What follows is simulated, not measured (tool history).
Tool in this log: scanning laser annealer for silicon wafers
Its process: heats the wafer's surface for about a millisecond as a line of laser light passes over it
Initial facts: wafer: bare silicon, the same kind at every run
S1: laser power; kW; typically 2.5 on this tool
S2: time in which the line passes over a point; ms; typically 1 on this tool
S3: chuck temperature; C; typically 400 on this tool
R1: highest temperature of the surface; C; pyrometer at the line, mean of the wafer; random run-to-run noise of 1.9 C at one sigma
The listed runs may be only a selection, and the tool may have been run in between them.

{"run": 1, "hour": 0.0, "S1": 2.5, "S2": 1, "S3": 400, "R1": 1115}
{"run": 2, "hour": 32.9, "S1": 2.5, "S2": 0.77, "S3": 400, "R1": 1038}
{"run": 3, "hour": 100.3, "S1": 2.5, "S2": 0.77, "S3": 400, "R1": 1035}
{"run": 4, "hour": 136.8, "S1": 2.5, "S2": 0.77, "S3": 400, "R1": 1030}
{"run": 5, "hour": 198.4, "S1": 2.5, "S2": 1, "S3": 400, "R1": 1107}
{"run": 6, "hour": 251.6, "S1": 2.5, "S2": 1, "S3": 400, "R1": 1107}
{"run": 7, "hour": 292.7, "S1": 2.5, "S2": 1, "S3": 400, "R1": 1102}
{"run": 8, "hour": 367.8, "S1": 2.5, "S2": 1, "S3": 400, "R1": 1099}
{"run": 9, "hour": 432.7, "S1": 2.5, "S2": 1, "S3": 400, "R1": 1095}
{"hour": 458.3, "done": "window over the wafer cleaned"}
{"hour": 466.7, "done": "optics aligned, line set to its width"}
{"run": 10, "hour": 479.0, "S1": 2.5, "S2": 1, "S3": 400, "R1": 1122}
{"run": 11, "hour": 537.0, "S1": 2.5, "S2": 1, "S3": 400, "R1": 1120}
{"run": 12, "hour": 602.7, "S1": 2.5, "S2": 0.77, "S3": 400, "R1": 1036}
{"run": 13, "hour": 645.8, "S1": 2.5, "S2": 1, "S3": 400, "R1": 1114}
{"run": 14, "hour": 703.9, "S1": 2.5, "S2": 1, "S3": 400, "R1": 1110}
{"run": 15, "hour": 755.8, "S1": 2.5, "S2": 1, "S3": 400, "R1": 1108}
{"run": 16, "hour": 788.7, "S1": 2.5, "S2": 1, "S3": 400, "R1": 1106}
{"run": 17, "hour": 854.2, "S1": 2.5, "S2": 1, "S3": 400, "R1": 1106}
{"run": 18, "hour": 923.3, "S1": 2.5, "S2": 1, "S3": 400, "R1": 1103}
{"run": 19, "hour": 982.6, "S1": 2.345, "S2": 1, "S3": 382, "R1": 1029}
{"hour": 998.5, "done": "window over the wafer cleaned"}
{"run": 20, "hour": 1037.8, "S1": 2.345, "S2": 1, "S3": 382, "R1": 1054}
{"run": 21, "hour": 1077.7, "S1": 2.425, "S2": 1, "S3": 418, "R1": 1113}
{"run": 22, "hour": 1154.1, "S1": 2.425, "S2": 1, "S3": 418, "R1": 1108}
{"run": 23, "hour": 1200.7, "S1": 2.576, "S2": 1, "S3": 439, "R1": 1177}
{"run": 24, "hour": 1247.9, "S1": 2.576, "S2": 1, "S3": 439, "R1": 1175}
{"run": 25, "hour": 1322.1, "S1": 2.325, "S2": 1, "S3": 419, "R1": 1069}
{"run": 26, "hour": 1362.2, "S1": 2.439, "S2": 0.99, "S3": 420, "R1": 1102}
{"run": 27, "hour": 1414.2, "S1": 2.439, "S2": 0.99, "S3": 420, "R1": 1102}
{"run": 28, "hour": 1466.9, "S1": 2.299, "S2": 0.72, "S3": 360, "R1": 909}
{"hour": 1537.8, "done": "window over the wafer cleaned"}
{"run": 29, "hour": 1544.8, "S1": 2.688, "S2": 1.18, "S3": 396, "R1": 1238}
{"run": 30, "hour": 1598.6, "S1": 2.5, "S2": 0.88, "S3": 376, "R1": 1055}
{"run": 31, "hour": 1642.3, "S1": 2.635, "S2": 0.82, "S3": 400, "R1": 1098}

The logged runs with the hidden state left out (each run's random variation unchanged):
Hidden state at play: light that passes the window, % of a clean one's; laser's true power over the reading, %; width of the line over the set one, %; drift of the gauge itself on peak_c, C.
run=1 R1=1126
run=2 R1=1050
run=3 R1=1050
run=4 R1=1047
run=5 R1=1129
run=6 R1=1132
run=7 R1=1129
run=8 R1=1130
run=9 R1=1129
run=10 R1=1127
run=11 R1=1128
run=12 R1=1047
run=13 R1=1128
run=14 R1=1127
run=15 R1=1128
run=16 R1=1128
run=17 R1=1132
run=18 R1=1132
run=19 R1=1060
run=20 R1=1061
run=21 R1=1122
run=22 R1=1120
run=23 R1=1193
run=24 R1=1193
run=25 R1=1089
run=26 R1=1126
run=27 R1=1128
run=28 R1=933
run=29 R1=1248
run=30 R1=1066
run=31 R1=1111

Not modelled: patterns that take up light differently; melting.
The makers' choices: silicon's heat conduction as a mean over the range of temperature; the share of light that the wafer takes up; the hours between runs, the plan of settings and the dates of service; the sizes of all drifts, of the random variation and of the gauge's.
